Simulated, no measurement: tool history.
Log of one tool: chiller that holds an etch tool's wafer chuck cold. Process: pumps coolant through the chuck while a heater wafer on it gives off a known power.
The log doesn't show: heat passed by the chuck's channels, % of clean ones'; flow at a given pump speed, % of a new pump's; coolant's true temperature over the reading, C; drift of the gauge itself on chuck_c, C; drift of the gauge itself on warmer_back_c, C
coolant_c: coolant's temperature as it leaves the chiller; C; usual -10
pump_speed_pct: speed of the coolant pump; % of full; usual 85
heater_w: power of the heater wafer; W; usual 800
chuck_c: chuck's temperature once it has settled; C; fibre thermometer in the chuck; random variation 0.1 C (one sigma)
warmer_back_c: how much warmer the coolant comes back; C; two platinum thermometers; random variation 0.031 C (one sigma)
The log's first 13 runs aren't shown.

run    hour  coolant_c  pump_speed_pct  heater_w  hours since the coolant was changed and the channels were flushed  hours since the pump was overhauled  hours since the chiller's thermometer was calibrated  chuck_c  warmer_back_c
 14   748.2         -3              85       800                                                               1353                                 3402                                                  1468      3.6           2.28
 15   819.2        -10              85       800                                                               1424                                 3473                                                  1539     -3.5           2.36
 16     868        -10              85       831                                                               1473                                 3522                                                  1588     -3.4           2.42
 17   936.4        -10              85       831                                                               1541                                 3590                                                  1656     -3.4           2.41
 18  1001.2        -10              70      1081                                                               1606                                 3655                                                  1721      0.2           3.84
 19  1073.4         -4              79       532                                                               1678                                 3727                                                  1793      0.6           1.62
 20  1107.7         -2              62       652                                                               1712                                 3762                                                  1827      4.6           2.75
 21  1151.8         -2              62       652                                                               1756                                 3806                                                  1871      4.8           2.68
 22  1221.9         -2              62       652                                                               1826                                 3876                                                  1941      4.8           2.65
 23  1278.7        -13              62      1149                                                               1883                                 3933                                                  1998     -1.1           4.72
 24  1331.4        -13              62      1149                                                               1936                                 3985                                                  2051     -0.8           4.78
 25  1399.7        -13              62      1149                                                               2004                                 4054                                                  2119       -1           4.73
 26  1442.5         -9              85       652                                                               2047                                 4096                                                  2162     -3.7           1.83
 27    1516        -14              74      1022                                                               2121                                 4170                                                  2235     -4.6           3.47
 28    1587         -8              85       763                                                               2192                                 4241                                                  2306     -1.9           2.18

Forecast run 29:
 29  1621.4         -8              85       763                                                               2226                                 4275                                                  2341        ?              ?

{"run 29": {"chuck_c": -1.9, "warmer_back_c": 2.27}}
Without the tool's hidden state the same run would have given chuck_c -2.1 C, warmer_back_c 2.17 C.
